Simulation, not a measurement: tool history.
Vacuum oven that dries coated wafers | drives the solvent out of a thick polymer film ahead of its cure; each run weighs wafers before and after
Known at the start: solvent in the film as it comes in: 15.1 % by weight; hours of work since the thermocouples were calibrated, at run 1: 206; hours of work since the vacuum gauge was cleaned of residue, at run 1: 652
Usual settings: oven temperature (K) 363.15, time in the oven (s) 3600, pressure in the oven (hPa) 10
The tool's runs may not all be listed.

run,hour,oven temperature (K),time in the oven (s),pressure in the oven (hPa),hours of work since the thermocouples were calibrated,hours of work since the vacuum gauge was cleaned of residue,solvent left in the film (%)
1,0,363.15,3600,10,206,652,1.62
2,56.3,360.15,3600,10,249,695,1.99
3,98.1,371.15,3600,10,280,726,0.88
4,149.2,371.15,3600,10,318,765,0.9
5,189.3,363.15,3600,10,349,795,1.67
6,231.6,371.15,3600,10,380,826,0.9
7,281.9,371.15,3600,10,418,864,0.81
8,310.1,363.15,3600,19.9,439,885,2.37
9,360.3,363.15,3600,19.9,477,923,2.39
10,423.1,363.15,3600,19.9,524,970,2.42
11,483,363.15,3600,19.9,569,1015,2.49
12,545.2,363.15,3600,19.9,616,1062,2.41
13,592.2,363.15,3600,19.9,651,1098,2.39
14,633.9,363.15,3600,27.2,683,1129,3
15,664,363.15,3600,27.2,705,1151,3.04
16,704.1,363.15,3600,12.1,736,1182,1.93
17,751.5,363.15,4500,12.1,771,1217,1.7
18,781.4,363.15,4500,12.1,794,1240,1.68
19,830.4,363.15,4500,12.1,830,1277,1.75
20,889.1,357.15,4500,12.1,875,1321,2.45
21,939.7,357.15,4500,12.1,913,1359,2.6
22,977.2,357.15,4500,12.1,941,1387,2.63
23,1013.7,363.15,3720,10,968,1414,1.9
24,1041.5,355.15,5520,14.7,989,1435,2.84
25,1071.8,355.15,2640,14.7,1012,1458,5.03
26,1134.2,363.15,2700,14.7,1059,1505,3.15
27,1194.1,375.15,6240,11.2,1104,1550,0.8
28,1229.2,376.15,4080,10.9,1130,1576,0.86
29,1274.5,360.15,4080,27.7,1164,1610,3.57
30,1311,360.15,4080,27.7,1192,1638,3.78
31,1348.1,368.15,2340,15.5,1220,1666,2.68
32,1389.7,368.15,2340,15.5,1251,1697,2.66
33,1432.9,368.15,2340,15.5,1283,1729,2.71
# hour 1472: oven's thermocouples calibrated
34,1496.5,368.15,2340,15.5,18,1776,2.54
35,1553.4,368.15,2340,15.5,61,1818,2.59
36,1604.5,368.15,2340,15.5,100,1857,2.6
37,1631.9,372.15,2340,8,120,1877,1.55
38,1675.3,359.15,5460,5.6,153,1910,1.65
39,1733.9,359.15,5460,5.6,197,1954,1.56
40,1785.9,353.15,2820,5.6,236,1993,4.56
41,1839.1,354.15,3600,6.9,276,2033,3.63
42,1901.2,354.15,3600,6.9,323,2080,3.65
43,1936.7,354.15,3600,6.9,349,2107,3.56
44,1991.8,354.15,3600,6.9,391,2148,3.62
# hour 2013.6: vacuum gauge cleaned of residue and calibrated
45,2043.8,353.15,4800,5.4,429,23,1.83
46,2102.9,371.15,3300,5.1,473,67,0.61

Forecast each of these 5 alternatives for the next run:
A,2156.9,367.15,3300,10,514,108,?
B,2156.9,365.15,1860,10,514,108,?
C,2156.9,358.15,5220,10,514,108,?
D,2156.9,356.15,3600,8,514,108,?
E,2156.9,354.15,3000,18,514,108,?

run,solvent left in the film (%)
A,1.28
B,3.41
C,1.44
D,2.57
E,4.44
Without the tool's hidden state the same runs would have given:
run,solvent left in the film (%)
A,1.13
B,3.16
C,1.27
D,2.32
E,4.14
